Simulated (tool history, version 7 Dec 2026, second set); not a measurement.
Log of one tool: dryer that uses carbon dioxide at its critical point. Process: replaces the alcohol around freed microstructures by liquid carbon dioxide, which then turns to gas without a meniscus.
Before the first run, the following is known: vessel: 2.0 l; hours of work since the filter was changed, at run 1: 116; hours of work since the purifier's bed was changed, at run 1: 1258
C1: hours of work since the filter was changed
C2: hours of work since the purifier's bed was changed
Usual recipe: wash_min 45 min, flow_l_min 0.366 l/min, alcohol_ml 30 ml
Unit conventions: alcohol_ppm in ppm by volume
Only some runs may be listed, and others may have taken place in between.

Run 1, day 0: usual settings; C1 116; C2 1258. Result: alcohol_ppm 255 ppm by volume.
At day 1.488: purifier's bed changed.
Run 2, day 2.467: usual settings but flow_l_min 0.572 l/min; C1 146; C2 13. Result: alcohol_ppm 13 ppm by volume.
Run 3, day 3.6: usual settings but flow_l_min 0.572 l/min, alcohol_ml 20 ml; C1 160; C2 27. Result: alcohol_ppm 5 ppm by volume.
Run 4, day 5.196: usual settings; C1 181; C2 48. Result: alcohol_ppm 67 ppm by volume.
Run 5, day 7.933: usual settings; C1 216; C2 83. Result: alcohol_ppm 55 ppm by volume.
Run 6, day 9.708: usual settings but flow_l_min 0.238 l/min; C1 239; C2 106. Result: alcohol_ppm 405 ppm by volume.
Run 7, day 11.1: usual settings but wash_min 33 min, alcohol_ml 23 ml; C1 257; C2 124. Result: alcohol_ppm 212 ppm by volume.
Run 8, day 13.55: usual settings but wash_min 32 min, flow_l_min 0.618 l/min, alcohol_ml 22 ml; C1 288; C2 155. Result: alcohol_ppm 41 ppm by volume.
Run 9, day 16.158: usual settings but wash_min 32 min, flow_l_min 0.618 l/min, alcohol_ml 22 ml; C1 322; C2 189. Result: alcohol_ppm 60 ppm by volume.
At day 16.425: inlet filter changed.
Run 10, day 17.421: usual settings but wash_min 63 min, flow_l_min 0.303 l/min; C1 13; C2 204. Result: alcohol_ppm 62 ppm by volume.
Run 11, day 18.979: usual settings but flow_l_min 0.4 l/min, alcohol_ml 44 ml; C1 33; C2 224. Result: alcohol_ppm 73 ppm by volume.
Run 12, day 20.396: usual settings but flow_l_min 0.4 l/min, alcohol_ml 44 ml; C1 51; C2 243. Result: alcohol_ppm 77 ppm by volume.

5 ways to go on from here, each from the tool as it stands after run 12. What would each give?
Run A, day 21.983: usual settings but wash_min 53 min, flow_l_min 0.269 l/min, alcohol_ml 44 ml; C1 72; C2 263. Result: alcohol_ppm ?.
Run B, day 21.983: usual settings but wash_min 63 min, flow_l_min 0.481 l/min, alcohol_ml 87 ml; C1 72; C2 263. Result: alcohol_ppm ?.
Run C, day 21.983: usual settings but wash_min 39 min, alcohol_ml 51 ml; C1 72; C2 263. Result: alcohol_ppm ?.
Run D, day 21.983: usual settings but wash_min 40 min; C1 72; C2 263. Result: alcohol_ppm ?.
Run E, day 21.983: usual settings but flow_l_min 0.478 l/min, alcohol_ml 77 ml; C1 72; C2 263. Result: alcohol_ppm ?.

run  alcohol_ppm
  A          178
  B           49
  C          196
  D          121
  E           63
Without the tool's hidden state the same runs would have given:
run  alcohol_ppm
  A          118
  B            2
  C          135
  D           68
  E           15
